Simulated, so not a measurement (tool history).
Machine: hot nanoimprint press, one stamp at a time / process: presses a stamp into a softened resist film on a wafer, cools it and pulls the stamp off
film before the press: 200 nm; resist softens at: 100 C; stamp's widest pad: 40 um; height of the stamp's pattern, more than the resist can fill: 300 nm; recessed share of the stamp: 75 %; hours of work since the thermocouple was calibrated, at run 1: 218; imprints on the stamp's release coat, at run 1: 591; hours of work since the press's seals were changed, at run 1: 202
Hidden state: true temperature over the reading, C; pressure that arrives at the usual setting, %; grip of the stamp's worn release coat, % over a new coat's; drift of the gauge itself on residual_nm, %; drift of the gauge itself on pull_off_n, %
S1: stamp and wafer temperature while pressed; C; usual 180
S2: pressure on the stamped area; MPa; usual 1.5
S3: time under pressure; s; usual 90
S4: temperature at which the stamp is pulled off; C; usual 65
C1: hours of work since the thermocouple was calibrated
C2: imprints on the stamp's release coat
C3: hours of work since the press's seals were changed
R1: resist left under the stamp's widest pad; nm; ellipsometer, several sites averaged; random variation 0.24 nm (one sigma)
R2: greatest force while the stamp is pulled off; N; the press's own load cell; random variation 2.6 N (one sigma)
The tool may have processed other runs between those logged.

run,hour,S1,S2,S3,S4,C1,C2,C3,R1,R2
1,0,180,1.5,90,65,218,591,202,80.5,126
2,14.9,180,1.5,90,71,227,649,211,80.1,105
3,40.3,180,1.5,90,71,242,748,226,80.6,113
4,54.3,180,1.5,90,65,251,802,235,80.3,123
5,73.7,180,1.5,90,65,262,878,246,80.3,121
6,87.6,180,1.5,90,65,271,932,254,80.5,124
# hour 106.3: plate thermocouple calibrated
7,117.6,180,1.5,90,65,7,1037,271,80.5,128
8,145.3,180,1.5,90,65,23,1145,287,80.6,121
9,171.6,180,1.5,90,65,39,1248,303,80.2,119
10,203.1,180,1.5,90,57,58,1371,322,80.5,146
11,234.2,180,1.5,90,51,77,1492,340,80.8,153
12,257,180,1.5,90,51,90,1581,354,80.7,149
# hour 276: stamp cleaned and given a new release coat
13,282.3,178,1.5,90,51,102,24,366,87.6,149
14,306.9,178,1.5,90,51,117,120,380,87.8,156
15,334.1,180,1.31,90,65,133,226,397,86.3,123
16,358.7,180,1.31,90,65,148,322,411,85.4,119
17,380,177,1.16,142,51,160,405,424,86.4,151
18,399.3,169,1.16,142,51,172,480,436,119.3,153
19,417.9,169,1.16,142,51,183,552,447,119.1,157
20,431.5,169,1.16,142,56,191,605,455,119,142
21,458.3,169,1.16,142,65,207,710,471,119.3,130
22,488.9,182,1.41,48,64,226,829,489,96.7,128
23,503.8,191,1.5,48,52,234,887,498,67.1,147
24,527.7,177,1.75,90,65,249,981,513,85.3,120
25,548.2,177,1.75,90,65,261,1061,525,85.3,122
26,571.6,177,1.75,90,65,275,1152,539,84.9,126
# hour 583.1: plate thermocouple calibrated
27,591.8,172,1.6,61,62,5,1219,549,122.3,132
28,608.1,180,2.02,90,61,15,1282,559,69.7,136
29,627.4,183,2.02,75,61,27,1358,571,66.2,129

Each row is a separate what-if for the run after 29, all from the same tool condition, not one after another. Results?
# hour 650.4: press's hydraulic seals changed and the load cell set to zero
A,661.5,174,0.94,84,65,42,1459,7,?,?
# hour 650.4: press's hydraulic seals changed and the load cell set to zero
B,661.5,187,2.02,51,55,42,1459,7,?,?
# hour 650.4: press's hydraulic seals changed and the load cell set to zero
C,661.5,180,1.5,90,53,42,1459,7,?,?
# hour 650.4: press's hydraulic seals changed and the load cell set to zero
D,661.5,186,2.02,99,68,42,1459,7,?,?

run,R1,R2
A,126.2,127
B,65.9,139
C,80.2,152
D,51.6,118
Had the tool no hidden state, the same runs would have come out as:
run,R1,R2
A,126.1,125
B,65.9,137
C,80.2,150
D,51.6,117
